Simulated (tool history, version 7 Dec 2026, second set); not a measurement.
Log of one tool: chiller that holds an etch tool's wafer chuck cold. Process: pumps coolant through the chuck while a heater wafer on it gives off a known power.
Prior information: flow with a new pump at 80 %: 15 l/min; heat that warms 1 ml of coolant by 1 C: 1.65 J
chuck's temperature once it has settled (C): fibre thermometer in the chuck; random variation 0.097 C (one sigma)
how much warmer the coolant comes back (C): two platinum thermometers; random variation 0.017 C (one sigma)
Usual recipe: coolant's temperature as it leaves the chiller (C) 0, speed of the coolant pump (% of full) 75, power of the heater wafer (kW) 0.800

run	hour	coolant's temperature as it leaves the chiller (C)	speed of the coolant pump (% of full)	power of the heater wafer (kW)	chuck's temperature once it has settled (C)	how much warmer the coolant comes back (C)
1	0.0	0	75	0.800	5.08	2.09
2	22.9	0	90	0.800	4.28	1.74
3	40.9	0	90	0.800	4.36	1.74
4	69.4	0	90	0.800	4.15	1.74
5	99.6	0	90	0.800	4.42	1.76
6	125.3	0	85	0.800	4.59	1.86
7	142.2	0	85	0.800	4.77	1.83
8	155.0	0	85	0.800	4.53	1.82
9	172.7	0	88	0.800	4.64	1.81
10	197.2	0	88	0.800	4.50	1.77
11	213.6	8	75	0.800	12.96	2.07
12	237.0	8	75	0.800	13.11	2.09
13	257.3	8	75	0.800	13.08	2.10
14	271.0	0	75	0.422	2.39	1.10
15	300.2	0	75	0.422	2.43	1.10
16	328.0	0	75	0.422	2.53	1.13
17	340.3	-1	75	1.098	6.36	2.87
18	364.3	-4	62	1.098	4.30	3.43
19	383.6	2	80	0.588	5.25	1.44
20	399.8	2	80	0.588	5.54	1.42
21	415.4	-5	95	0.588	-2.06	1.19
# hour 417.7: chiller's thermometer calibrated
22	435.0	0	76	0.479	2.84	1.25
23	454.3	-10	75	1.081	-3.00	2.82
24	476.8	8	75	0.602	11.65	1.58
25	493.0	9	90	0.800	13.24	1.77
# hour 522.2: chiller's thermometer calibrated, once more
26	522.2	-2	90	0.800	2.81	1.73
27	540.1	-8	90	0.800	-2.94	1.76
28	553.7	0	75	0.527	3.56	1.39
29	571.8	0	75	0.904	6.26	2.36
30	594.2	8	87	0.610	11.78	1.37
31	613.7	8	87	0.610	11.77	1.37

Consider 3 possible next runs. They are alternatives, not a sequence: every one starts from the tool as it was left by run 31. What does each give?
A	633.4	-7	63	0.800	?	?
B	633.4	-9	95	0.800	?	?
C	633.4	0	75	1.083	?	?

run	chuck's temperature once it has settled (C)	how much warmer the coolant comes back (C)
A	-0.43	2.47
B	-4.27	1.66
C	7.66	2.83
What these runs would have given with no unlogged condition in the tool:
run	chuck's temperature once it has settled (C)	how much warmer the coolant comes back (C)
A	-1.06	2.44
B	-4.73	1.64
C	6.89	2.80
